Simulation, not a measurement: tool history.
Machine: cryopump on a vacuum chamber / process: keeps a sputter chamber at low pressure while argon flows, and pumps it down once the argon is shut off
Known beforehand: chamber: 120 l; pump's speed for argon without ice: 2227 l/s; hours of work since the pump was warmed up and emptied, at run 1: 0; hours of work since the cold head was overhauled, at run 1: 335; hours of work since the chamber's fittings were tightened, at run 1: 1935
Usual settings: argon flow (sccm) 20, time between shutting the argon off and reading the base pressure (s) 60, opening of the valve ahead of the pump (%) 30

run    hour  argon flow (sccm)  time between shutting the argon off and reading the base pressure (s)  opening of the valve ahead of the pump (%)  hours of work since the pump was warmed up and emptied  hours of work since the cold head was overhauled  hours of work since the chamber's fittings were tightened  pressure while argon flows (Pa)  pressure after the wait (uPa)
  1     0.0                 20                                                                     60                                          30                                                       0                                               335                                                       1935                           0.0499                           1.88
  2    51.1                 20                                                                     60                                          30                                                      26                                               360                                                       1961                           0.0512                           1.86
  3    89.1                 20                                                                     60                                          30                                                      45                                               380                                                       1980                           0.0513                           1.91
  4   133.7                 20                                                                     60                                          30                                                      68                                               402                                                       2002                           0.0519                           1.87
  5   185.0                 20                                                                     60                                          30                                                      94                                               428                                                       2028                           0.0515                           1.93
  6   219.9                 20                                                                     60                                          30                                                     111                                               446                                                       2046                           0.0525                           1.92
  7   259.8                 20                                                                     60                                          30                                                     132                                               466                                                       2066                           0.0513                           1.99
  8   302.7                 20                                                                     60                                          30                                                     153                                               488                                                       2088                           0.0519                           1.99
  9   353.3                 20                                                                     60                                          30                                                     179                                               514                                                       2114                           0.0513                           2.05
 10   375.2                 20                                                                     60                                          30                                                     190                                               525                                                       2125                           0.0531                           2.09
 11   415.6                 20                                                                     60                                          30                                                     211                                               545                                                       2145                           0.0523                           2.08
 12   448.0                 20                                                                     60                                          30                                                     227                                               561                                                       2162                           0.0526                           2.15
 13   480.8                 20                                                                     60                                          30                                                     244                                               578                                                       2178                           0.0535                           2.10
 14   511.1                 20                                                                     60                                          30                                                     259                                               593                                                       2194                           0.0530                           2.14
 15   559.4                 20                                                                     60                                          30                                                     283                                               618                                                       2218                           0.0528                           2.15
 16   607.4                 20                                                                     60                                          30                                                     308                                               642                                                       2242                           0.0536                           2.17
 17   638.7                 20                                                                     60                                          30                                                     324                                               658                                                       2258                           0.0536                           2.22
      652.6  -- pump warmed up, emptied and cooled again
 18   666.1                 17                                                                     64                                          34                                                       7                                               669                                                       2270                           0.0385                           1.95
 19   712.3                 17                                                                     70                                          26                                                      30                                               693                                                       2293                           0.0510                           1.91
 20   735.5                 17                                                                     70                                          26                                                      42                                               705                                                       2305                           0.0499                           1.91
 21   757.9                 25                                                                     60                                          30                                                      53                                               716                                                       2316                           0.0635                           2.04
 22   782.1                 25                                                                     60                                          30                                                      66                                               728                                                       2328                           0.0647                           2.03
 23   814.4                 25                                                                     60                                          30                                                      82                                               745                                                       2345                           0.0639                           2.11
 24   858.9                 32                                                                     60                                          31                                                     105                                               767                                                       2367                           0.0816                           2.05
 25   899.8                 35                                                                     60                                          27                                                     125                                               788                                                       2388                           0.1007                           2.08
 26   945.0                 35                                                                     60                                          27                                                     148                                               811                                                       2411                           0.1004                           2.20
 27   988.7                 20                                                                     60                                          27                                                     170                                               833                                                       2433                           0.0577                           2.13
 28  1019.9                 10                                                                     30                                          45                                                     186                                               849                                                       2449                           0.0184                           3.07
 29  1043.5                 10                                                                     30                                          45                                                     198                                               861                                                       2461                           0.0183                           3.09

Expected results for the next run?
 30  1087.3                 10                                                                     30                                          45                                                     220                                               883                                                       2483                                ?                              ?

Logged for run 30: pressure while argon flows (Pa) 0.0174, pressure after the wait (uPa) 3.12.
Had the tool carried no hidden state, the very same run would have given pressure while argon flows (Pa) 0.0162, pressure after the wait (uPa) 1.88.

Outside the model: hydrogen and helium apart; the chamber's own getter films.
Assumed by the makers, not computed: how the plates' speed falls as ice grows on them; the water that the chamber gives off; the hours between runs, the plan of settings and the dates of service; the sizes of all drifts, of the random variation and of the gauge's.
